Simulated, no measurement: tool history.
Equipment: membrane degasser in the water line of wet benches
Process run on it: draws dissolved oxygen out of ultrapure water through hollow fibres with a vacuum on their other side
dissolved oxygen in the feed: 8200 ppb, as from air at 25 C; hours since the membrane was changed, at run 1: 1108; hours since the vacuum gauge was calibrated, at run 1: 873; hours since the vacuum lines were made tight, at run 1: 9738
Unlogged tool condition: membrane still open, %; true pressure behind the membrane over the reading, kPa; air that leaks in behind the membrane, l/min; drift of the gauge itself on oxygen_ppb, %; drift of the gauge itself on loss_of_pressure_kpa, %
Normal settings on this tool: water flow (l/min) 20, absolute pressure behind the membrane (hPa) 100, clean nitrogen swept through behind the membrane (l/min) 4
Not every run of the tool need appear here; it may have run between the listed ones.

| run | hour | water flow (l/min) | absolute pressure behind the membrane (hPa) | clean nitrogen swept through behind the membrane (l/min) | hours since the membrane was changed | hours since the vacuum gauge was calibrated | hours since the vacuum lines were made tight | dissolved oxygen in the water behind the degasser (ppb) | pressure that the water loses in the fibres (hPa) |
|---|---|---|---|---|---|---|---|---|---|
| 1 | 0 | 20 | 100 | 4 | 1108 | 873 | 9738 | 392.4 | 676.6 |
| 2 | 126 | 20 | 100 | 4 | 1234 | 999 | 9864 | 383.2 | 673.7 |
| 3 | 245.8 | 20 | 244 | 4 | 1354 | 1119 | 9984 | 541.2 | 679.4 |
| 4 | 333.9 | 20 | 100 | 4 | 1442 | 1207 | 10072 | 397.5 | 678 |
| 5 | 412.8 | 20 | 100 | 4 | 1521 | 1286 | 10151 | 384.6 | 678.4 |
| 6 | 494.3 | 20 | 100 | 4 | 1602 | 1367 | 10232 | 395.4 | 679.5 |
| 7 | 594.3 | 20 | 100 | 4 | 1702 | 1467 | 10332 | 392.3 | 679.6 |
| 8 | 686.1 | 20 | 100 | 4 | 1794 | 1559 | 10424 | 388.8 | 682 |
| 9 | 779.9 | 20 | 124 | 4 | 1888 | 1653 | 10518 | 414.7 | 678.8 |
| 10 | 905.8 | 20 | 100 | 4 | 2014 | 1779 | 10644 | 387.9 | 677.8 |
| 11 | 994.1 | 20 | 100 | 4 | 2102 | 1867 | 10732 | 391.2 | 679.8 |
| 12 | 1111.9 | 20 | 100 | 4 | 2220 | 1985 | 10850 | 388.3 | 680.3 |
| 13 | 1229.1 | 20 | 100 | 4 | 2337 | 2102 | 10967 | 384.2 | 679.8 |
| 14 | 1352.2 | 20 | 100 | 4 | 2460 | 2225 | 11090 | 387.9 | 678.3 |
| 15 | 1488.5 | 20 | 100 | 4 | 2597 | 2361 | 11226 | 395.1 | 680.5 |
| 16 | 1551 | 20 | 100 | 4 | 2659 | 2424 | 11289 | 391.9 | 682 |
| 17 | 1627.5 | 23 | 63 | 5.83 | 2736 | 2500 | 11365 | 486.3 | 786.8 |
| 18 | 1700.9 | 26 | 125 | 3.29 | 2809 | 2574 | 11439 | 766.2 | 882.4 |
| 19 | 1769.8 | 26 | 205 | 7.15 | 2878 | 2643 | 11508 | 733.6 | 884.9 |
|  | 1889.4 | seals of the vacuum lines changed |
| 20 | 1897.2 | 12 | 160 | 4 | 3003 | 2768 | 8 | 146.1 | 404.4 |
| 21 | 2011.7 | 20 | 100 | 3.53 | 3118 | 2883 | 122 | 397.9 | 685.6 |
| 22 | 2128.6 | 20 | 120 | 4 | 3235 | 3000 | 239 | 414.7 | 683.7 |
| 23 | 2196.7 | 27 | 95 | 3.31 | 3303 | 3068 | 307 | 778.8 | 920.2 |
| 24 | 2316.2 | 17 | 66 | 3.31 | 3422 | 3187 | 427 | 242.2 | 580.5 |
| 25 | 2426.3 | 20 | 196 | 9.32 | 3532 | 3297 | 537 | 396.9 | 679.9 |
|  | 2455.4 | vacuum gauge calibrated |
| 26 | 2524.2 | 26 | 90 | 2.17 | 3630 | 69 | 634 | 739.1 | 886.9 |
| 27 | 2581 | 26 | 90 | 2.17 | 3687 | 126 | 691 | 753.3 | 886.6 |
| 28 | 2707 | 17 | 217 | 5.96 | 3813 | 252 | 817 | 315.1 | 578.3 |
| 29 | 2793.7 | 17 | 217 | 5.96 | 3899 | 338 | 904 | 320.4 | 578.6 |
| 30 | 2910.3 | 18 | 217 | 2.79 | 4016 | 455 | 1020 | 502.4 | 610.6 |
| 31 | 3012.5 | 18 | 173 | 9.13 | 4118 | 557 | 1123 | 294.2 | 614.2 |
| 32 | 3133.8 | 20 | 61 | 3.63 | 4239 | 678 | 1244 | 350.3 | 684.7 |

Alternative continuations, all from the tool just after run 32; predict every row:
| A | 3236.5 | 25 | 98 | 5.51 | 4342 | 781 | 1347 | ? | ? |
| B | 3236.5 | 17 | 106 | 5.38 | 4342 | 781 | 1347 | ? | ? |
| C | 3236.5 | 13 | 222 | 1.69 | 4342 | 781 | 1347 | ? | ? |
| D | 3236.5 | 16 | 81 | 3.63 | 4342 | 781 | 1347 | ? | ? |

| run | dissolved oxygen in the water behind the degasser (ppb) | pressure that the water loses in the fibres (hPa) |
|---|---|---|
| A | 622.1 | 857.2 |
| B | 250.4 | 585.5 |
| C | 413.1 | 443.3 |
| D | 213.3 | 546.2 |
With no hidden state in the tool, these same runs would have given:
| run | dissolved oxygen in the water behind the degasser (ppb) | pressure that the water loses in the fibres (hPa) |
|---|---|---|
| A | 604.3 | 847.2 |
| B | 241.4 | 578.7 |
| C | 406.1 | 438.1 |
| D | 205.3 | 539.8 |
